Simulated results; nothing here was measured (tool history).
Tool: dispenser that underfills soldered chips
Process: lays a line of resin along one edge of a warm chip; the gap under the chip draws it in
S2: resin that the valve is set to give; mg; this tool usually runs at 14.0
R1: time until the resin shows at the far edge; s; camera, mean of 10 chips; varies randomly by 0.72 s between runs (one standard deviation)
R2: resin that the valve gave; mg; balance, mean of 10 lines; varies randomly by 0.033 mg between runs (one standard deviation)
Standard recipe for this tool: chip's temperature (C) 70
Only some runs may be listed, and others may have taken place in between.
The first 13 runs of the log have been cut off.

At hour 93.8: new syringe of resin.
Run 14, hour 96.7: usual settings but S2 13.6 mg. Result: R1 73.0 s, R2 13.24 mg.
Run 15, hour 103.9: usual settings. Result: R1 92.4 s, R2 13.53 mg.
Run 16, hour 110.4: usual settings. Result: R1 112.9 s, R2 13.53 mg.
At hour 111.4: new syringe of resin.
Run 17, hour 115.4: usual settings. Result: R1 78.1 s, R2 13.53 mg.
Run 18, hour 122.5: usual settings but chip's temperature (C) 58. Result: R1 164.7 s, R2 13.46 mg.
At hour 129.1: new syringe of resin.
At hour 130.1: dispensing valve cleaned and set on the balance.
Run 19, hour 133.4: usual settings but chip's temperature (C) 58. Result: R1 123.9 s, R2 13.96 mg.
Run 20, hour 139.9: usual settings but chip's temperature (C) 71. Result: R1 91.3 s, R2 13.92 mg.
Run 21, hour 144.7: usual settings but chip's temperature (C) 69, S2 16.7 mg. Result: R1 112.8 s, R2 16.66 mg.
At hour 147.7: new syringe of resin.
Run 22, hour 153.5: usual settings but chip's temperature (C) 83, S2 17.3 mg. Result: R1 47.3 s, R2 17.22 mg.
Run 23, hour 162.9: usual settings but chip's temperature (C) 83, S2 17.3 mg. Result: R1 64.7 s, R2 17.22 mg.
At hour 165.3: new syringe of resin.
At hour 170.1: stage's temperature calibrated.
Run 24, hour 172.8: usual settings but chip's temperature (C) 60. Result: R1 126.3 s, R2 13.87 mg.
Run 25, hour 176.8: usual settings but chip's temperature (C) 66, S2 13.9 mg. Result: R1 113.5 s, R2 13.73 mg.
At hour 183.8: new syringe of resin.
Run 26, hour 186.5: usual settings but chip's temperature (C) 55, S2 12.7 mg. Result: R1 136.6 s, R2 12.54 mg.
Run 27, hour 191.2: usual settings but chip's temperature (C) 55, S2 12.7 mg. Result: R1 162.1 s, R2 12.53 mg.
Run 28, hour 200.0: usual settings but chip's temperature (C) 78. Result: R1 81.9 s, R2 13.80 mg.
At hour 201.1: new syringe of resin.
Run 29, hour 209.6: usual settings but chip's temperature (C) 78. Result: R1 64.1 s, R2 13.81 mg.
Run 30, hour 214.6: usual settings but chip's temperature (C) 66. Result: R1 122.9 s, R2 13.69 mg.
At hour 218.2: new syringe of resin.
Run 31, hour 222.6: usual settings but chip's temperature (C) 66. Result: R1 89.1 s, R2 13.68 mg.
Run 32, hour 228.2: usual settings but chip's temperature (C) 67, S2 16.6 mg. Result: R1 103.7 s, R2 16.19 mg.
Run 33, hour 234.0: usual settings but chip's temperature (C) 69, S2 13.3 mg. Result: R1 117.9 s, R2 13.00 mg.
At hour 235.7: new syringe of resin.
Run 34, hour 241.3: usual settings but chip's temperature (C) 67, S2 13.3 mg. Result: R1 91.4 s, R2 12.93 mg.
Run 35, hour 246.1: usual settings but chip's temperature (C) 67, S2 13.3 mg. Result: R1 108.3 s, R2 12.96 mg.

Below are 5 alternative next runs, each starting from the tool's condition after run 35. Predict each:
At hour 253.1: new syringe of resin.
Run A, hour 253.4: usual settings but chip's temperature (C) 58, S2 14.9 mg. Result: R1 ?, R2 ?.
At hour 253.1: new syringe of resin.
Run B, hour 253.4: usual settings but S2 12.8 mg. Result: R1 ?, R2 ?.
At hour 253.1: new syringe of resin.
Run C, hour 253.4: usual settings but chip's temperature (C) 78, S2 13.6 mg. Result: R1 ?, R2 ?.
At hour 253.1: new syringe of resin.
Run D, hour 253.4: usual settings but chip's temperature (C) 66, S2 16.0 mg. Result: R1 ?, R2 ?.
At hour 253.1: new syringe of resin.
Run E, hour 253.4: usual settings but chip's temperature (C) 56, S2 13.6 mg. Result: R1 ?, R2 ?.

run     R1     R2
  A  109.9  14.52
  B   67.3  12.39
  C   48.2  13.29
  D   77.5  15.56
  E  123.2  13.19
With the hidden condition removed and each run's random variation left untouched, the same runs would have given:
run     R1     R2
  A  106.8  14.95
  B   65.2  12.76
  C   46.8  13.68
  D   75.4  16.01
  E  119.5  13.57

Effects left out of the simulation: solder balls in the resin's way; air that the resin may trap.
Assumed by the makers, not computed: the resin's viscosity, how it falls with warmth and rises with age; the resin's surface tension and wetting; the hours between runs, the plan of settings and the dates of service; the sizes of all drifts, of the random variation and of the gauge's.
